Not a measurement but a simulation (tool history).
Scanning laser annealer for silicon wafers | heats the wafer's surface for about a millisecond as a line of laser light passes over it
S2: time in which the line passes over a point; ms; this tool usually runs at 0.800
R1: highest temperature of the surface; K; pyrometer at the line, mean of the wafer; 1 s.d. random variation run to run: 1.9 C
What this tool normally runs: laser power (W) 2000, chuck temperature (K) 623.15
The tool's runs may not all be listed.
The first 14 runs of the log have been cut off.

run 15 hour=159.1 | laser_power_(W)=2000 S2=0.800 chuck_temperature_(K)=623.15 | R1=1426.15
run 16 hour=168.8 | laser_power_(W)=2000 S2=0.800 chuck_temperature_(K)=623.15 | R1=1428.15
run 17 hour=178.3 | laser_power_(W)=1719 S2=0.800 chuck_temperature_(K)=623.15 | R1=1309.15
run 18 hour=185.2 | laser_power_(W)=2000 S2=0.800 chuck_temperature_(K)=623.15 | R1=1426.15
run 19 hour=198.4 | laser_power_(W)=2096 S2=0.747 chuck_temperature_(K)=623.15 | R1=1435.15
run 20 hour=205.5 | laser_power_(W)=2096 S2=0.747 chuck_temperature_(K)=623.15 | R1=1431.15
run 21 hour=212.9 | laser_power_(W)=2183 S2=0.701 chuck_temperature_(K)=633.15 | R1=1450.15
run 22 hour=228.2 | laser_power_(W)=2000 S2=0.908 chuck_temperature_(K)=623.15 | R1=1485.15
run 23 hour=239.6 | laser_power_(W)=2000 S2=0.937 chuck_temperature_(K)=626.15 | R1=1499.15
run 24 hour=247.0 | laser_power_(W)=2000 S2=0.937 chuck_temperature_(K)=626.15 | R1=1498.15
run 25 hour=254.3 | laser_power_(W)=2000 S2=0.581 chuck_temperature_(K)=623.15 | R1=1294.15
run 26 hour=264.8 | laser_power_(W)=2000 S2=0.581 chuck_temperature_(K)=623.15 | R1=1298.15
run 27 hour=274.5 | laser_power_(W)=2000 S2=0.581 chuck_temperature_(K)=623.15 | R1=1294.15
run 28 hour=285.4 | laser_power_(W)=1996 S2=0.765 chuck_temperature_(K)=623.15 | R1=1404.15
run 29 hour=296.8 | laser_power_(W)=2183 S2=0.983 chuck_temperature_(K)=613.15 | R1=1599.15
run 30 hour=304.9 | laser_power_(W)=2000 S2=0.981 chuck_temperature_(K)=641.15 | R1=1541.15
run 31 hour=315.2 | laser_power_(W)=1891 S2=0.737 chuck_temperature_(K)=601.15 | R1=1320.15
run 32 hour=328.5 | laser_power_(W)=1891 S2=0.737 chuck_temperature_(K)=601.15 | R1=1328.15
run 33 hour=342.3 | laser_power_(W)=1960 S2=0.737 chuck_temperature_(K)=591.15 | R1=1339.15
run 34 hour=350.4 | laser_power_(W)=1960 S2=0.737 chuck_temperature_(K)=591.15 | R1=1338.15
run 35 hour=361.3 | laser_power_(W)=2094 S2=0.585 chuck_temperature_(K)=627.15 | R1=1336.15

Alternative continuations, all from the tool just after run 35; predict every row:
run A hour=374.4 | laser_power_(W)=2197 S2=0.648 chuck_temperature_(K)=590.15 | R1=?
run B hour=374.4 | laser_power_(W)=2094 S2=0.638 chuck_temperature_(K)=627.15 | R1=?
run C hour=374.4 | laser_power_(W)=2169 S2=0.585 chuck_temperature_(K)=627.15 | R1=?

run=A R1=1379.15
run=B R1=1369.15
run=C R1=1356.15
Without the tool's unlogged condition, the same runs would have read:
run=A R1=1380.15
run=B R1=1369.15
run=C R1=1356.15

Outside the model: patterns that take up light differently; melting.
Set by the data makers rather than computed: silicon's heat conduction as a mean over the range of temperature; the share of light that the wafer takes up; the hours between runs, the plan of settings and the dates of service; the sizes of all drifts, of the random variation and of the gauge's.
